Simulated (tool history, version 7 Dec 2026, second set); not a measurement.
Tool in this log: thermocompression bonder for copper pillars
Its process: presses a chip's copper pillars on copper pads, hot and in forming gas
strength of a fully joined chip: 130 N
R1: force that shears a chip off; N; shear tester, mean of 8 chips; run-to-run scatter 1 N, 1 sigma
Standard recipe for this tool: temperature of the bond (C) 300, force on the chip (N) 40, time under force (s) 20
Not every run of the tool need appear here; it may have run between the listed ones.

{"run": 1, "day": 0.0, "temperature of the bond (C)": 300, "force on the chip (N)": 40, "time under force (s)": 20, "R1": 96.3}
{"run": 2, "day": 1.0, "temperature of the bond (C)": 300, "force on the chip (N)": 40, "time under force (s)": 20, "R1": 96.2}
{"run": 3, "day": 1.917, "temperature of the bond (C)": 300, "force on the chip (N)": 40, "time under force (s)": 20, "R1": 94.6}
{"run": 4, "day": 3.929, "temperature of the bond (C)": 300, "force on the chip (N)": 40, "time under force (s)": 20, "R1": 94.1}
{"run": 5, "day": 5.642, "temperature of the bond (C)": 293, "force on the chip (N)": 40, "time under force (s)": 20, "R1": 87.4}
{"run": 6, "day": 7.604, "temperature of the bond (C)": 304, "force on the chip (N)": 40, "time under force (s)": 20, "R1": 95.7}
{"day": 9.179, "done": "forming gas filter changed"}
{"run": 7, "day": 9.442, "temperature of the bond (C)": 300, "force on the chip (N)": 57, "time under force (s)": 20, "R1": 109.8}
{"run": 8, "day": 10.45, "temperature of the bond (C)": 300, "force on the chip (N)": 57, "time under force (s)": 28, "R1": 113.5}
{"run": 9, "day": 12.329, "temperature of the bond (C)": 300, "force on the chip (N)": 40, "time under force (s)": 20, "R1": 95}
{"run": 10, "day": 13.462, "temperature of the bond (C)": 300, "force on the chip (N)": 40, "time under force (s)": 20, "R1": 96.1}
{"run": 11, "day": 14.396, "temperature of the bond (C)": 300, "force on the chip (N)": 40, "time under force (s)": 20, "R1": 96.6}
{"run": 12, "day": 16.4, "temperature of the bond (C)": 300, "force on the chip (N)": 40, "time under force (s)": 20, "R1": 94.7}
{"day": 16.596, "done": "heater calibrated with a thermocouple chip"}
{"run": 13, "day": 18.167, "temperature of the bond (C)": 284, "force on the chip (N)": 40, "time under force (s)": 20, "R1": 80.2}
{"run": 14, "day": 20.017, "temperature of the bond (C)": 284, "force on the chip (N)": 46, "time under force (s)": 30, "R1": 92.6}
{"day": 21.183, "done": "forming gas filter changed"}
{"run": 15, "day": 21.65, "temperature of the bond (C)": 296, "force on the chip (N)": 41, "time under force (s)": 24, "R1": 99.6}
{"run": 16, "day": 22.962, "temperature of the bond (C)": 296, "force on the chip (N)": 41, "time under force (s)": 24, "R1": 100.9}
{"run": 17, "day": 24.412, "temperature of the bond (C)": 318, "force on the chip (N)": 36, "time under force (s)": 52, "R1": 120.8}
{"run": 18, "day": 25.575, "temperature of the bond (C)": 290, "force on the chip (N)": 46, "time under force (s)": 25, "R1": 97}
{"day": 25.788, "done": "heater calibrated with a thermocouple chip, once more"}
{"run": 19, "day": 26.833, "temperature of the bond (C)": 290, "force on the chip (N)": 46, "time under force (s)": 25, "R1": 92.2}
{"run": 20, "day": 28.362, "temperature of the bond (C)": 329, "force on the chip (N)": 40, "time under force (s)": 53, "R1": 120.5}
{"run": 21, "day": 29.962, "temperature of the bond (C)": 311, "force on the chip (N)": 33, "time under force (s)": 39, "R1": 106.7}
{"run": 22, "day": 30.883, "temperature of the bond (C)": 304, "force on the chip (N)": 38, "time under force (s)": 24, "R1": 94.7}
{"run": 23, "day": 32.788, "temperature of the bond (C)": 318, "force on the chip (N)": 58, "time under force (s)": 14, "R1": 103}

Each row is a separate what-if for the run after 23, all from the same tool condition, not one after another. Results?
{"day": 33.125, "done": "forming gas filter changed"}
{"run": "A", "day": 34.325, "temperature of the bond (C)": 315, "force on the chip (N)": 50, "time under force (s)": 12, "R1": "?"}
{"day": 33.125, "done": "forming gas filter changed"}
{"run": "B", "day": 34.325, "temperature of the bond (C)": 311, "force on the chip (N)": 58, "time under force (s)": 10, "R1": "?"}
{"day": 33.125, "done": "forming gas filter changed"}
{"run": "C", "day": 34.325, "temperature of the bond (C)": 314, "force on the chip (N)": 29, "time under force (s)": 48, "R1": "?"}
{"day": 33.125, "done": "forming gas filter changed"}
{"run": "D", "day": 34.325, "temperature of the bond (C)": 300, "force on the chip (N)": 32, "time under force (s)": 29, "R1": "?"}
{"day": 33.125, "done": "forming gas filter changed"}
{"run": "E", "day": 34.325, "temperature of the bond (C)": 330, "force on the chip (N)": 53, "time under force (s)": 16, "R1": "?"}

run=A R1=101.2
run=B R1=98
run=C R1=112.7
run=D R1=96.8
run=E R1=119.1
The same runs, with their run-to-run variation unchanged, on a tool lacking any hidden condition would have given:
run=A R1=103.8
run=B R1=100.6
run=C R1=114.9
run=D R1=99.5
run=E R1=121.1
